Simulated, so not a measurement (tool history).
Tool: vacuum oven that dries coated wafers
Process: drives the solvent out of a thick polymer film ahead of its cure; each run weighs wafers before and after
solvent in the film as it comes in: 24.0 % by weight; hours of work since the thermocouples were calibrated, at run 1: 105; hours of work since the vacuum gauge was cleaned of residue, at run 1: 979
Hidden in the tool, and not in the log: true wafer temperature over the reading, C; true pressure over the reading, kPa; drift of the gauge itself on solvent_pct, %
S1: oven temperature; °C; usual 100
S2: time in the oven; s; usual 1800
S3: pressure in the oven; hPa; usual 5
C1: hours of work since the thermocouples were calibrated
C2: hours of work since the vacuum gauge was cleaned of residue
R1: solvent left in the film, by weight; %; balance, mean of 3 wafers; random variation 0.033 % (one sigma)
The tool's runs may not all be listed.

run	hour	S1	S2	S3	C1	C2	R1
1	0	100	1800	5	105	979	4.26
2	49.8	100	1800	5	134	1008	4.23
3	79.6	100	1800	5	152	1026	4.17
4	151.7	100	1800	5	194	1069	4.19
5	204.2	100	1800	5.72	225	1100	4.24
6	234.8	100	1800	5.02	243	1118	4.18
7	305	115	1800	5.02	285	1159	0.71
8	340.2	115	1800	5.02	306	1180	0.73
9	399.4	86	1800	5	341	1215	10.26
10	443.2	86	1800	5	367	1241	10.34
11	501.7	91	1800	5	401	1275	8.01
12	571.6	91	1800	5	442	1317	7.98
13	605.3	91	1800	5	462	1337	7.87
14	669.1	100	2940	5	500	1374	1.8
15	705.1	100	2940	5	521	1396	1.77
16	741.9	100	2940	5	543	1417	1.79
17	815.3	100	2940	5	587	1461	1.8
18	854.9	87	1800	5	610	1484	9.64
19	889.7	89	2580	17.83	631	1505	7.54
# hour 937.5: oven's thermocouples calibrated
20	963	89	2220	2.64	15	1547	7.58
21	1017.1	100	1800	7.86	47	1579	4.51
22	1081.5	100	2160	7.86	85	1617	3.52
23	1124.3	101	3180	10.72	110	1642	2.03
24	1177.3	100	2160	15.5	142	1674	4.08
25	1211.1	104	2220	11.1	162	1694	2.44
26	1244.6	100	1800	3.6	182	1713	4.07
27	1279.9	96	1320	13.78	202	1734	8.56
28	1329.3	113	1800	5	232	1764	1
29	1370.6	91	1800	5	256	1788	7.94
30	1430.3	91	1800	5	291	1823	7.97
31	1484.6	114	1140	5	323	1855	2.1
32	1518.2	103	1980	12.62	343	1875	3.16
33	1581.8	112	1800	5	381	1913	1.09
34	1617.3	100	1800	17.77	402	1934	5.08

Forecast run 35:
35	1683	87	1620	11.73	441	1973	?

{"run 35": {"R1": 11.03}}
Without the tool's hidden state the same run would have given R1 11.12 %.
